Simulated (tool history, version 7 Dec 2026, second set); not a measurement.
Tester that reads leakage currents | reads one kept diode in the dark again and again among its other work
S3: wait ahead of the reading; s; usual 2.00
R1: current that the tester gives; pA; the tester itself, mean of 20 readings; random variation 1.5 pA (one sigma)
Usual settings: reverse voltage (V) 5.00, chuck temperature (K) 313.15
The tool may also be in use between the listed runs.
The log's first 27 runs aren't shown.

Run 28, hour 832.5: usual settings but reverse voltage (V) 7.68, chuck temperature (K) 305.15, S3 1.43 s. Result: R1 255.40 pA.
Run 29, hour 866.4: usual settings but reverse voltage (V) 9.13, chuck temperature (K) 300.15, S3 1.14 s. Result: R1 171.12 pA.
Run 30, hour 885.7: usual settings but reverse voltage (V) 1.26, chuck temperature (K) 300.15, S3 4.47 s. Result: R1 86.84 pA.
Run 31, hour 908.1: usual settings but reverse voltage (V) 1.50, chuck temperature (K) 331.15, S3 4.47 s. Result: R1 1345.71 pA.
Run 32, hour 951.0: usual settings but reverse voltage (V) 3.00, chuck temperature (K) 315.15, S3 0.85 s. Result: R1 452.60 pA.
Run 33, hour 987.3: usual settings but reverse voltage (V) 1.93, chuck temperature (K) 303.15, S3 0.35 s. Result: R1 134.22 pA.
Run 34, hour 1007.3: usual settings but chuck temperature (K) 318.15, S3 0.47 s. Result: R1 687.65 pA.
Run 35, hour 1036.4: usual settings but chuck temperature (K) 318.15, S3 0.47 s. Result: R1 688.48 pA.
At hour 1063.7: chuck's temperature calibrated.
Run 36, hour 1064.0: usual settings but chuck temperature (K) 318.15, S3 1.12 s. Result: R1 787.61 pA.
Run 37, hour 1084.8: usual settings but reverse voltage (V) 5.24, chuck temperature (K) 331.15. Result: R1 2269.21 pA.
Run 38, hour 1127.0: usual settings but reverse voltage (V) 5.24, chuck temperature (K) 331.15. Result: R1 2273.10 pA.
Run 39, hour 1157.0: usual settings but reverse voltage (V) 5.24, chuck temperature (K) 302.15, S3 2.03 s. Result: R1 193.49 pA.

Forecast each of these 4 alternatives for the next run:
Run A, hour 1177.1: usual settings but chuck temperature (K) 331.15, S3 0.41 s. Result: R1 ?.
Run B, hour 1177.1: usual settings but reverse voltage (V) 4.19, S3 0.36 s. Result: R1 ?.
Run C, hour 1177.1: usual settings but reverse voltage (V) 9.52, chuck temperature (K) 301.15, S3 6.59 s. Result: R1 ?.
Run D, hour 1177.1: usual settings but reverse voltage (V) 1.31, chuck temperature (K) 314.15, S3 0.38 s. Result: R1 ?.

run       R1
  A  2246.72
  B   485.42
  C   214.88
  D   359.73
Without the tool's hidden state the same runs would have given:
run       R1
  A  2245.78
  B   484.03
  C   210.95
  D   359.50

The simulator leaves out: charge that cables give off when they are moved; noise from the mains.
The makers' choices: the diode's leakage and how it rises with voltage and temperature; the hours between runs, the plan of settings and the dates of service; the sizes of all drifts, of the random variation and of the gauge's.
